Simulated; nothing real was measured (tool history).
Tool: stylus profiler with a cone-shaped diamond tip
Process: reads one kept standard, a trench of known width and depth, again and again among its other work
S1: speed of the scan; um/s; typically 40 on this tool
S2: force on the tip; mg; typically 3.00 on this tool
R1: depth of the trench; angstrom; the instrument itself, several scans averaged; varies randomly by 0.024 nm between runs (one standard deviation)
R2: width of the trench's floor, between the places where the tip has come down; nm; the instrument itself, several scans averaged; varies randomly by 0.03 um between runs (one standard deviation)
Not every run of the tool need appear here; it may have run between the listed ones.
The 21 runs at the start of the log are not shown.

run,hour,S1,S2,R1,R2
22,976.1,40,3.00,1013.1,96630
23,1020.9,40,3.00,1013.1,96590
24,1065.6,47,2.35,1011.1,96530
25,1124.7,47,2.35,1010.4,96470
26,1175.4,49,1.18,1006.4,96300
# hour 1205.3: new tip fitted, height scale calibrated
27,1230.1,49,1.18,1007.5,97690
28,1298.8,13,4.24,1018.2,97860
29,1362.4,14,3.31,1015.1,97730
# hour 1368.7: height scale calibrated on a step standard
30,1390.4,14,3.31,1015.1,97730
31,1446.6,27,1.69,1009.6,97560
32,1489.3,22,6.01,1022.2,97630
33,1521.8,22,6.01,1022.2,97590
34,1585.5,35,2.96,1013.4,97500
35,1621.9,144,2.08,1010.4,96860
36,1661.0,77,1.09,1006.7,97000
# hour 1691.3: height scale calibrated on a step standard, once more
37,1711.7,77,1.09,1007.2,97020
38,1759.2,20,8.78,1029.3,97380
39,1793.5,20,8.78,1029.3,97390
40,1849.6,12,4.52,1018.4,97320
41,1913.5,107,7.72,1026.5,97070
42,1960.0,107,7.72,1026.9,96980
43,2009.6,45,4.37,1018.0,97080
44,2045.7,27,8.87,1029.3,97100
45,2083.4,27,2.36,1011.8,97060
46,2114.5,15,2.70,1012.7,97070

Branching from run 46: 4 alternative next runs. What would each branch give?
A,2161.8,14,1.20,?,?
B,2161.8,53,2.70,?,?
C,2161.8,36,2.70,?,?
D,2161.8,79,5.48,?,?

run,R1,R2
A,1007.4,97010
B,1012.6,96850
C,1013.2,97010
D,1020.9,96910
What these runs would have given with no unlogged condition in the tool:
run,R1,R2
A,1008.0,97910
B,1013.2,97750
C,1013.9,97900
D,1021.5,97800
